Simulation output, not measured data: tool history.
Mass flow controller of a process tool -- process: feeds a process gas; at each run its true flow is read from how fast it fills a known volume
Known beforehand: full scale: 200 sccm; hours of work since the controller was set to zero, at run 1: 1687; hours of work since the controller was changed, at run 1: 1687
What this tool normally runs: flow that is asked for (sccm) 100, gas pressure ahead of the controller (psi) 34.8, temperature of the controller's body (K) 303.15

run    hour  flow that is asked for (sccm)  gas pressure ahead of the controller (psi)  temperature of the controller's body (K)  hours of work since the controller was set to zero  hours of work since the controller was changed  true flow (%)
  1     0.0                            100                                        34.8                                    303.15                                                1687                                            1687          98.80
  2   306.1                            100                                        34.8                                    303.15                                                1912                                            1912          98.66
  3   684.1                            100                                        20.6                                    303.15                                                2190                                            2190          98.86
  4  1000.4                            100                                        34.8                                    303.15                                                2422                                            2422          98.41
  5  1258.9                            100                                        34.8                                    303.15                                                2612                                            2612          98.38
  6  1698.2                            100                                        34.8                                    303.15                                                2935                                            2935          98.09
  7  2145.8                            100                                        34.8                                    303.15                                                3263                                            3263          97.80
  8  2412.1                            100                                        34.8                                    303.15                                                3459                                            3459          97.87
  9  2642.2                            100                                        25.5                                    303.15                                                3628                                            3628          97.82
 10  3034.7                            100                                        25.5                                    303.15                                                3916                                            3916          97.69
 11  3482.1                            100                                        34.8                                    303.15                                                4245                                            4245          97.33
 12  3803.9                             51                                        34.8                                    308.15                                                4481                                            4481          96.91
 13  4247.1                             59                                        22.6                                    307.15                                                4807                                            4807          97.09
     4310.5  -- controller's zero set anew
 14  4569.0                            114                                        34.5                                    311.15                                                 190                                            5043          97.46
 15  4794.0                             31                                        34.4                                    309.15                                                 355                                            5208          96.36
 16  5139.3                             31                                        34.4                                    309.15                                                 609                                            5462          96.12
     5178.7  -- gauge calibrated
 17  5396.0                             46                                        27.6                                    294.15                                                 797                                            5650          97.57
 18  5655.9                            105                                        33.6                                    309.15                                                 988                                            5841          98.86
 19  5955.2                            100                                        34.8                                    297.15                                                1208                                            6061          98.21
     6274.0  -- controller exchanged for a calibrated one
 20  6455.2                            100                                        34.8                                    297.15                                                 133                                             133          97.85
 21  6943.0                            100                                        24.8                                    303.15                                                 491                                             491          98.29
 22  7372.1                            100                                        37.3                                    305.15                                                 807                                             807          97.85

For some of the steps in true flow (%) from one run to the next: how much would appear even if the tool had no hidden state, given the settings, what came in and random variation, and how much remains for the hidden state plus any gauge scatter that the measured result and the result without hidden state don't share?
Hidden state present: flow at rest that the sensor doesn't see, % of full scale; true flow over the shown one, %; drift of the gauge itself on true_pct, %.
Run 16 -> 17: flow that is asked for (sccm) 31 -> 46, gas pressure ahead of the controller (psi) 34.4 -> 27.6, temperature of the controller's body (K) 309.15 -> 294.15, gauge calibrated. true flow (%) +1.45: hidden state +1.97, all else -0.52.
Run 17 -> 18: flow that is asked for (sccm) 46 -> 105, gas pressure ahead of the controller (psi) 27.6 -> 33.6, temperature of the controller's body (K) 294.15 -> 309.15. true flow (%) +1.29: hidden state -0.09, all else +1.38.
Run 20 -> 21: gas pressure ahead of the controller (psi) 34.8 -> 24.8, temperature of the controller's body (K) 297.15 -> 303.15. true flow (%) +0.44: hidden state -0.20, all else +0.64.

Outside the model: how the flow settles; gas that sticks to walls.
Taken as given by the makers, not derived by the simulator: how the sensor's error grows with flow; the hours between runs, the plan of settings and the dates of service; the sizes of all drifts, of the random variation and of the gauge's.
